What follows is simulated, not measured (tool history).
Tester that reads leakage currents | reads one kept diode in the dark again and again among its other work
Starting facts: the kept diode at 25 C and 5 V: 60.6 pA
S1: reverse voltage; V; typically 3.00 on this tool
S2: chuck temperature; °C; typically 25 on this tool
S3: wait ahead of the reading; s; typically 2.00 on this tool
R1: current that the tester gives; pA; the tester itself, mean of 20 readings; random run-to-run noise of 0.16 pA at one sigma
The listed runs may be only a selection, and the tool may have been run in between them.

run,day,S1,S2,S3,R1
1,0.000,3.00,25,2.00,50.41
2,1.125,3.00,25,2.00,50.37
3,2.533,3.00,41,2.00,204.66
4,4.096,3.00,25,6.13,50.08
5,5.154,3.00,25,6.13,49.92
6,6.008,3.00,25,6.13,49.88
7,7.254,3.00,25,6.13,49.79
8,8.733,7.09,25,4.78,70.06
9,10.133,1.22,50,2.61,298.75
10,11.417,3.00,32,2.00,94.48
11,12.883,3.00,27,1.96,60.61

Here are 4 independent what-if runs from the current tool condition. What would each one return?
A,13.762,3.00,22,1.96,?
B,13.762,3.00,28,7.93,?
C,13.762,3.00,27,1.05,?
D,13.762,12.67,27,1.96,?

run,R1
A,38.15
B,65.74
C,60.79
D,106.97
With no hidden state in the tool, these same runs would have given:
run,R1
A,38.13
B,65.71
C,60.76
D,106.90

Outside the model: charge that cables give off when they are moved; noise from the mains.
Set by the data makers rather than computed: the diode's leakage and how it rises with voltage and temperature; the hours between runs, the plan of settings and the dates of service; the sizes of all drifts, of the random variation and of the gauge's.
